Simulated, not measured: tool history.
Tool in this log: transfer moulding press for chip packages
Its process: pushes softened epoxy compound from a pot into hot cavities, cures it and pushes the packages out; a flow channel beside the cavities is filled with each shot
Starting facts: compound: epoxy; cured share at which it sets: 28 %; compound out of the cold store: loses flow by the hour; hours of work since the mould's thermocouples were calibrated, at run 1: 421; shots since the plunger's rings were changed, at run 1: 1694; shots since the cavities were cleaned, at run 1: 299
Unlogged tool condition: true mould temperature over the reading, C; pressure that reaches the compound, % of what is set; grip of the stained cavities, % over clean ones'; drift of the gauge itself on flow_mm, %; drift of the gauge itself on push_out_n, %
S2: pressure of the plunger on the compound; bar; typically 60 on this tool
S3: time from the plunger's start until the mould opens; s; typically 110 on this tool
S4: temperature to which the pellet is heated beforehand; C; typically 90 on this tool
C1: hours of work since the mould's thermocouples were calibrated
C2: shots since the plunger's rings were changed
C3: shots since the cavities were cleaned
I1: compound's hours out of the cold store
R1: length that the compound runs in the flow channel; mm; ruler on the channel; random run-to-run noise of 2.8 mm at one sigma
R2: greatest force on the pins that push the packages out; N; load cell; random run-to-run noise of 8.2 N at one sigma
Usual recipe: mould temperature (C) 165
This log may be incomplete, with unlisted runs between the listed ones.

{"run": 1, "day": 0.0, "mould temperature (C)": 165, "S2": 60, "S3": 110, "S4": 90, "C1": 421, "C2": 1694, "C3": 299, "I1": 44.2, "R1": 568, "R2": 485}
{"day": 0.758, "done": "cavities cleaned with cleaning compound and waxed"}
{"run": 2, "day": 1.812, "mould temperature (C)": 165, "S2": 60, "S3": 110, "S4": 90, "C1": 448, "C2": 2107, "C3": 249, "I1": 22, "R1": 676, "R2": 606}
{"day": 2.667, "done": "cavities cleaned with cleaning compound and waxed"}
{"run": 3, "day": 2.921, "mould temperature (C)": 165, "S2": 60, "S3": 110, "S4": 90, "C1": 464, "C2": 2353, "C3": 61, "I1": 25.9, "R1": 653, "R2": 423}
{"run": 4, "day": 3.942, "mould temperature (C)": 172, "S2": 60, "S3": 110, "S4": 90, "C1": 480, "C2": 2594, "C3": 302, "I1": 44.3, "R1": 542, "R2": 399}
{"day": 4.662, "done": "cavities cleaned with cleaning compound and waxed"}
{"day": 5.275, "done": "mould's thermocouples calibrated"}
{"run": 5, "day": 5.908, "mould temperature (C)": 172, "S2": 60, "S3": 103, "S4": 90, "C1": 10, "C2": 3023, "C3": 275, "I1": 43.1, "R1": 550, "R2": 409}
{"day": 6.629, "done": "cavities cleaned with cleaning compound and waxed"}
{"run": 6, "day": 7.238, "mould temperature (C)": 165, "S2": 60, "S3": 110, "S4": 94, "C1": 29, "C2": 3321, "C3": 143, "I1": 11.5, "R1": 714, "R2": 428}
{"day": 8.646, "done": "cavities cleaned with cleaning compound and waxed"}
{"run": 7, "day": 9.012, "mould temperature (C)": 165, "S2": 60, "S3": 110, "S4": 94, "C1": 55, "C2": 3725, "C3": 86, "I1": 20.4, "R1": 667, "R2": 413}
{"run": 8, "day": 10.112, "mould temperature (C)": 165, "S2": 55.4, "S3": 110, "S4": 96, "C1": 72, "C2": 3984, "C3": 345, "I1": 21.8, "R1": 630, "R2": 494}
{"day": 10.704, "done": "plunger's sealing rings changed"}
{"day": 10.767, "done": "cavities cleaned with cleaning compound and waxed"}
{"run": 9, "day": 11.671, "mould temperature (C)": 170, "S2": 49.1, "S3": 98, "S4": 81, "C1": 93, "C2": 213, "C3": 213, "I1": 38.6, "R1": 532, "R2": 402}
{"day": 12.6, "done": "cavities cleaned with cleaning compound and waxed, once more"}
{"run": 10, "day": 13.329, "mould temperature (C)": 165, "S2": 66.7, "S3": 113, "S4": 90, "C1": 118, "C2": 589, "C3": 171, "I1": 42.9, "R1": 612, "R2": 388}
{"day": 14.488, "done": "cavities cleaned with cleaning compound and waxed"}
{"run": 11, "day": 14.675, "mould temperature (C)": 169, "S2": 59.2, "S3": 110, "S4": 87, "C1": 138, "C2": 892, "C3": 44, "I1": 30.6, "R1": 619, "R2": 353}
{"run": 12, "day": 15.954, "mould temperature (C)": 161, "S2": 59.2, "S3": 110, "S4": 87, "C1": 157, "C2": 1194, "C3": 346, "I1": 44.3, "R1": 586, "R2": 546}
{"day": 16.458, "done": "cavities cleaned with cleaning compound and waxed"}
{"run": 13, "day": 17.971, "mould temperature (C)": 161, "S2": 59.2, "S3": 110, "S4": 87, "C1": 187, "C2": 1655, "C3": 357, "I1": 30.8, "R1": 639, "R2": 580}
{"day": 18.471, "done": "cavities cleaned with cleaning compound and waxed"}
{"run": 14, "day": 20.162, "mould temperature (C)": 161, "S2": 59.2, "S3": 110, "S4": 87, "C1": 220, "C2": 2157, "C3": 399, "I1": 37.9, "R1": 601, "R2": 586}

Difference, measured minus no-hidden-state, one row per run. Run-to-run variation is common to both terms; the gauge's own scatter need not be:
run=1 R1=-9 R2=+115
run=2 R1=-15 R2=+232
run=3 R1=-16 R2=+47
run=4 R1=-16 R2=+88
run=5 R1=-22 R2=+80
run=6 R1=-31 R2=+40
run=7 R1=-32 R2=+32
run=8 R1=-32 R2=+102
run=9 R1=-3 R2=+60
run=10 R1=-5 R2=+52
run=11 R1=-7 R2=+20
run=12 R1=-9 R2=+122
run=13 R1=-12 R2=+130
run=14 R1=-15 R2=+150

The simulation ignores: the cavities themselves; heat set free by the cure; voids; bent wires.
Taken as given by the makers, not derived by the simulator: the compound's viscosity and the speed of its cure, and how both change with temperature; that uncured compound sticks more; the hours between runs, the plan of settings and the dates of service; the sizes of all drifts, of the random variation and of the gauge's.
